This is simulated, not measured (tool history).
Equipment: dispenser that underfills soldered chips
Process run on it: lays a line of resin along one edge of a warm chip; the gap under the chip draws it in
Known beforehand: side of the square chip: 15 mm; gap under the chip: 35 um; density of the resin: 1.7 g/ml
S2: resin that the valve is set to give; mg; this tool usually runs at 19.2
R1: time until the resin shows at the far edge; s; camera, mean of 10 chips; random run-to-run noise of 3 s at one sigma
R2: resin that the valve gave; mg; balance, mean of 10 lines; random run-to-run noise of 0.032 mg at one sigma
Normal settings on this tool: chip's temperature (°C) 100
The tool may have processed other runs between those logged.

{"run": 1, "hour": 0.0, "chip's temperature (°C)": 100, "S2": 19.2, "R1": 602.5, "R2": 18.84}
{"hour": 3.7, "done": "new syringe of resin"}
{"run": 2, "hour": 8.2, "chip's temperature (°C)": 100, "S2": 19.2, "R1": 369.3, "R2": 18.78}
{"run": 3, "hour": 15.9, "chip's temperature (°C)": 100, "S2": 19.6, "R1": 516.1, "R2": 19.18}
{"run": 4, "hour": 20.4, "chip's temperature (°C)": 100, "S2": 19.6, "R1": 645.8, "R2": 19.19}
{"hour": 22.0, "done": "new syringe of resin"}
{"run": 5, "hour": 25.7, "chip's temperature (°C)": 100, "S2": 19.6, "R1": 364.9, "R2": 19.1}
{"run": 6, "hour": 30.8, "chip's temperature (°C)": 100, "S2": 19.2, "R1": 457.4, "R2": 18.76}
{"run": 7, "hour": 35.6, "chip's temperature (°C)": 100, "S2": 19.2, "R1": 573.1, "R2": 18.74}
{"hour": 40.8, "done": "new syringe of resin"}
{"run": 8, "hour": 43.1, "chip's temperature (°C)": 100, "S2": 20.5, "R1": 341.6, "R2": 19.98}
{"run": 9, "hour": 46.7, "chip's temperature (°C)": 100, "S2": 20.5, "R1": 402.8, "R2": 19.94}
{"hour": 49.7, "done": "dispensing valve cleaned and set on the balance"}
{"run": 10, "hour": 55.2, "chip's temperature (°C)": 111, "S2": 21.4, "R1": 429.0, "R2": 21.37}
{"hour": 60.0, "done": "new syringe of resin"}
{"run": 11, "hour": 62.2, "chip's temperature (°C)": 114, "S2": 17.6, "R1": 244.8, "R2": 17.54}
{"run": 12, "hour": 68.4, "chip's temperature (°C)": 103, "S2": 17.1, "R1": 425.4, "R2": 16.98}
{"run": 13, "hour": 75.1, "chip's temperature (°C)": 113, "S2": 16.3, "R1": 455.2, "R2": 16.21}
{"hour": 78.7, "done": "new syringe of resin"}
{"run": 14, "hour": 83.4, "chip's temperature (°C)": 98, "S2": 22.6, "R1": 402.7, "R2": 22.41}
{"run": 15, "hour": 89.0, "chip's temperature (°C)": 115, "S2": 16.8, "R1": 361.2, "R2": 16.69}
{"run": 16, "hour": 92.3, "chip's temperature (°C)": 107, "S2": 21.4, "R1": 488.7, "R2": 21.27}
{"hour": 97.2, "done": "new syringe of resin"}
{"run": 17, "hour": 97.3, "chip's temperature (°C)": 100, "S2": 23.5, "R1": 300.1, "R2": 23.24}

Here are 5 independent what-if runs from the current tool condition. What would each one return?
{"run": "A", "hour": 100.8, "chip's temperature (°C)": 92, "S2": 23.2, "R1": "?", "R2": "?"}
{"run": "B", "hour": 100.8, "chip's temperature (°C)": 111, "S2": 16.5, "R1": "?", "R2": "?"}
{"run": "C", "hour": 100.8, "chip's temperature (°C)": 95, "S2": 21.3, "R1": "?", "R2": "?"}
{"run": "D", "hour": 100.8, "chip's temperature (°C)": 100, "S2": 17.3, "R1": "?", "R2": "?"}
{"run": "E", "hour": 100.8, "chip's temperature (°C)": 93, "S2": 23.3, "R1": "?", "R2": "?"}

run=A R1=438.6 R2=23.07
run=B R1=293.1 R2=16.34
run=C R1=399.6 R2=21.13
run=D R1=372.6 R2=17.14
run=E R1=426.0 R2=23.06
Without the tool's unlogged condition, the same runs would have read:
run=A R1=354.9 R2=23.31
run=B R1=237.3 R2=16.50
run=C R1=323.4 R2=21.35
run=D R1=301.2 R2=17.31
run=E R1=344.7 R2=23.29

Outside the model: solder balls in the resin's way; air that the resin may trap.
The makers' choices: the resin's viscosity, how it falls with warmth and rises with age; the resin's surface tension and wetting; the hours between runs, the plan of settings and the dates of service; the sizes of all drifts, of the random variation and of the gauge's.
